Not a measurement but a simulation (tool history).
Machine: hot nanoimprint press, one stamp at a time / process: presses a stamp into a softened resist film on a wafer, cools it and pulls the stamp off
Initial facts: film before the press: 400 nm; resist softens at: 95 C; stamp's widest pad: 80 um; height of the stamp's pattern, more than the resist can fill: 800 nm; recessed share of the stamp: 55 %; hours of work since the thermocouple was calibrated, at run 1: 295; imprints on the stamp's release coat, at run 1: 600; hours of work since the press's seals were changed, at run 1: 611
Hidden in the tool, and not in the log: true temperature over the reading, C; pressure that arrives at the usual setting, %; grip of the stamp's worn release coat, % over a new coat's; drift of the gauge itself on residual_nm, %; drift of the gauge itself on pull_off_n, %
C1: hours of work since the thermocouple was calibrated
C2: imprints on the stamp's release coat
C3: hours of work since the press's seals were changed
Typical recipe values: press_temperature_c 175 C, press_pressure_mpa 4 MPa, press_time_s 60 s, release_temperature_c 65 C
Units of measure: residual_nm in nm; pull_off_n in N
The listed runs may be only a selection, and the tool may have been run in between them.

{"run": 1, "hour": 0.0, "press_temperature_c": 175, "press_pressure_mpa": 4, "press_time_s": 60, "release_temperature_c": 65, "C1": 295, "C2": 600, "C3": 611, "residual_nm": 172.1, "pull_off_n": 169}
{"run": 2, "hour": 34.9, "press_temperature_c": 175, "press_pressure_mpa": 3.4, "press_time_s": 60, "release_temperature_c": 65, "C1": 315, "C2": 691, "C3": 631, "residual_nm": 188.1, "pull_off_n": 168}
{"run": 3, "hour": 91.6, "press_temperature_c": 175, "press_pressure_mpa": 3.4, "press_time_s": 60, "release_temperature_c": 65, "C1": 348, "C2": 841, "C3": 664, "residual_nm": 189.7, "pull_off_n": 172}
{"run": 4, "hour": 140.7, "press_temperature_c": 175, "press_pressure_mpa": 3.4, "press_time_s": 60, "release_temperature_c": 65, "C1": 377, "C2": 969, "C3": 692, "residual_nm": 188.9, "pull_off_n": 176}
{"run": 5, "hour": 188.4, "press_temperature_c": 175, "press_pressure_mpa": 6.39, "press_time_s": 60, "release_temperature_c": 65, "C1": 404, "C2": 1095, "C3": 720, "residual_nm": 133.9, "pull_off_n": 170}
{"hour": 216.5, "done": "plate thermocouple calibrated"}
{"run": 6, "hour": 267.7, "press_temperature_c": 175, "press_pressure_mpa": 6.39, "press_time_s": 60, "release_temperature_c": 65, "C1": 30, "C2": 1295, "C3": 764, "residual_nm": 132.3, "pull_off_n": 175}
{"run": 7, "hour": 341.5, "press_temperature_c": 175, "press_pressure_mpa": 6.39, "press_time_s": 60, "release_temperature_c": 65, "C1": 72, "C2": 1489, "C3": 806, "residual_nm": 133.4, "pull_off_n": 178}
{"run": 8, "hour": 410.6, "press_temperature_c": 175, "press_pressure_mpa": 6.39, "press_time_s": 60, "release_temperature_c": 65, "C1": 112, "C2": 1671, "C3": 846, "residual_nm": 133.6, "pull_off_n": 179}
{"run": 9, "hour": 470.6, "press_temperature_c": 175, "press_pressure_mpa": 6.39, "press_time_s": 60, "release_temperature_c": 65, "C1": 147, "C2": 1828, "C3": 881, "residual_nm": 134, "pull_off_n": 177}
{"hour": 534.8, "done": "plate thermocouple calibrated, once more"}
{"run": 10, "hour": 553.3, "press_temperature_c": 175, "press_pressure_mpa": 6.39, "press_time_s": 60, "release_temperature_c": 65, "C1": 11, "C2": 2038, "C3": 927, "residual_nm": 138.9, "pull_off_n": 183}
{"run": 11, "hour": 619.5, "press_temperature_c": 175, "press_pressure_mpa": 6.39, "press_time_s": 60, "release_temperature_c": 65, "C1": 49, "C2": 2212, "C3": 965, "residual_nm": 140, "pull_off_n": 188}
{"run": 12, "hour": 676.7, "press_temperature_c": 175, "press_pressure_mpa": 6.39, "press_time_s": 60, "release_temperature_c": 65, "C1": 82, "C2": 2362, "C3": 998, "residual_nm": 139.7, "pull_off_n": 186}
{"hour": 710.0, "done": "stamp cleaned and given a new release coat"}
{"run": 13, "hour": 726.8, "press_temperature_c": 175, "press_pressure_mpa": 6.39, "press_time_s": 60, "release_temperature_c": 65, "C1": 107, "C2": 44, "C3": 1024, "residual_nm": 139.1, "pull_off_n": 164}
{"run": 14, "hour": 805.0, "press_temperature_c": 175, "press_pressure_mpa": 6.39, "press_time_s": 60, "release_temperature_c": 65, "C1": 153, "C2": 250, "C3": 1069, "residual_nm": 140.1, "pull_off_n": 167}
{"run": 15, "hour": 873.9, "press_temperature_c": 175, "press_pressure_mpa": 4, "press_time_s": 60, "release_temperature_c": 65, "C1": 192, "C2": 430, "C3": 1109, "residual_nm": 177.7, "pull_off_n": 165}
{"run": 16, "hour": 930.3, "press_temperature_c": 175, "press_pressure_mpa": 4, "press_time_s": 60, "release_temperature_c": 65, "C1": 225, "C2": 579, "C3": 1141, "residual_nm": 177.6, "pull_off_n": 171}
{"hour": 986.2, "done": "press's hydraulic seals changed and the load cell set to zero"}
{"run": 17, "hour": 1003.0, "press_temperature_c": 182, "press_pressure_mpa": 2.9, "press_time_s": 39, "release_temperature_c": 70, "C1": 262, "C2": 749, "C3": 10, "residual_nm": 200.9, "pull_off_n": 163}
{"run": 18, "hour": 1046.2, "press_temperature_c": 182, "press_pressure_mpa": 2.9, "press_time_s": 39, "release_temperature_c": 70, "C1": 287, "C2": 862, "C3": 35, "residual_nm": 200.3, "pull_off_n": 161}
{"run": 19, "hour": 1101.0, "press_temperature_c": 182, "press_pressure_mpa": 2.9, "press_time_s": 39, "release_temperature_c": 70, "C1": 319, "C2": 1006, "C3": 66, "residual_nm": 200.4, "pull_off_n": 167}
{"run": 20, "hour": 1166.0, "press_temperature_c": 175, "press_pressure_mpa": 4.79, "press_time_s": 51, "release_temperature_c": 65, "C1": 356, "C2": 1177, "C3": 104, "residual_nm": 160.2, "pull_off_n": 175}
{"run": 21, "hour": 1226.1, "press_temperature_c": 181, "press_pressure_mpa": 4.31, "press_time_s": 51, "release_temperature_c": 68, "C1": 391, "C2": 1335, "C3": 139, "residual_nm": 150.2, "pull_off_n": 170}
{"hour": 1280.6, "done": "plate thermocouple calibrated"}
{"run": 22, "hour": 1312.3, "press_temperature_c": 181, "press_pressure_mpa": 4.31, "press_time_s": 51, "release_temperature_c": 68, "C1": 18, "C2": 1554, "C3": 187, "residual_nm": 151.5, "pull_off_n": 178}
{"run": 23, "hour": 1349.4, "press_temperature_c": 181, "press_pressure_mpa": 4.31, "press_time_s": 51, "release_temperature_c": 68, "C1": 40, "C2": 1651, "C3": 208, "residual_nm": 152.4, "pull_off_n": 174}
{"run": 24, "hour": 1416.0, "press_temperature_c": 173, "press_pressure_mpa": 4.6, "press_time_s": 111, "release_temperature_c": 66, "C1": 78, "C2": 1826, "C3": 247, "residual_nm": 133.7, "pull_off_n": 182}
{"run": 25, "hour": 1500.4, "press_temperature_c": 175, "press_pressure_mpa": 2.99, "press_time_s": 111, "release_temperature_c": 70, "C1": 127, "C2": 2048, "C3": 295, "residual_nm": 165.8, "pull_off_n": 176}
{"run": 26, "hour": 1549.1, "press_temperature_c": 175, "press_pressure_mpa": 2.81, "press_time_s": 38, "release_temperature_c": 68, "C1": 155, "C2": 2176, "C3": 323, "residual_nm": 236.4, "pull_off_n": 179}
{"run": 27, "hour": 1604.1, "press_temperature_c": 164, "press_pressure_mpa": 5.63, "press_time_s": 38, "release_temperature_c": 51, "C1": 187, "C2": 2320, "C3": 355, "residual_nm": 211.1, "pull_off_n": 214}
{"hour": 1651.0, "done": "stamp cleaned and given a new release coat"}
{"run": 28, "hour": 1667.2, "press_temperature_c": 164, "press_pressure_mpa": 4.22, "press_time_s": 38, "release_temperature_c": 51, "C1": 220, "C2": 42, "C3": 388, "residual_nm": 243.5, "pull_off_n": 192}
{"run": 29, "hour": 1736.9, "press_temperature_c": 175, "press_pressure_mpa": 4, "press_time_s": 82, "release_temperature_c": 55, "C1": 260, "C2": 225, "C3": 428, "residual_nm": 155.3, "pull_off_n": 182}
{"run": 30, "hour": 1793.6, "press_temperature_c": 186, "press_pressure_mpa": 3.74, "press_time_s": 102, "release_temperature_c": 65, "C1": 293, "C2": 374, "C3": 461, "residual_nm": 118.4, "pull_off_n": 166}
{"run": 31, "hour": 1858.4, "press_temperature_c": 186, "press_pressure_mpa": 3.74, "press_time_s": 102, "release_temperature_c": 65, "C1": 330, "C2": 545, "C3": 499, "residual_nm": 116.9, "pull_off_n": 165}

Subtracting, for every run, the result it would have given without the tool's unlogged condition from the measured result gives the following. The same run-to-run variation enters both numbers; the gauge's scatter may not:
run=1 residual_nm=+3.9 pull_off_n=+5
run=2 residual_nm=+3.2 pull_off_n=+6
run=3 residual_nm=+3.2 pull_off_n=+7
run=4 residual_nm=+3.2 pull_off_n=+8
run=5 residual_nm=+6.4 pull_off_n=+8
run=6 residual_nm=+5.8 pull_off_n=+11
run=7 residual_nm=+6.1 pull_off_n=+12
run=8 residual_nm=+6.3 pull_off_n=+13
run=9 residual_nm=+6.6 pull_off_n=+15
run=10 residual_nm=+11.2 pull_off_n=+19
run=11 residual_nm=+11.5 pull_off_n=+22
run=12 residual_nm=+11.8 pull_off_n=+22
run=13 residual_nm=+11.9 pull_off_n=+1
run=14 residual_nm=+12.3 pull_off_n=+3
run=15 residual_nm=+8.9 pull_off_n=+3
run=16 residual_nm=+9 pull_off_n=+5
run=17 residual_nm=-1 pull_off_n=+6
run=18 residual_nm=-1.1 pull_off_n=+7
run=19 residual_nm=-1.1 pull_off_n=+8
run=20 residual_nm=-0.6 pull_off_n=+10
run=21 residual_nm=-0.5 pull_off_n=+11
run=22 residual_nm=+1.5 pull_off_n=+14
run=23 residual_nm=+1.6 pull_off_n=+14
run=24 residual_nm=+1.5 pull_off_n=+17
run=25 residual_nm=+0.8 pull_off_n=+18
run=26 residual_nm=+0.7 pull_off_n=+19
run=27 residual_nm=+2.9 pull_off_n=+24
run=28 residual_nm=+1.6 pull_off_n=-1
run=29 residual_nm=+1.6 pull_off_n=+1
run=30 residual_nm=+1.3 pull_off_n=+2
run=31 residual_nm=+1.3 pull_off_n=+4

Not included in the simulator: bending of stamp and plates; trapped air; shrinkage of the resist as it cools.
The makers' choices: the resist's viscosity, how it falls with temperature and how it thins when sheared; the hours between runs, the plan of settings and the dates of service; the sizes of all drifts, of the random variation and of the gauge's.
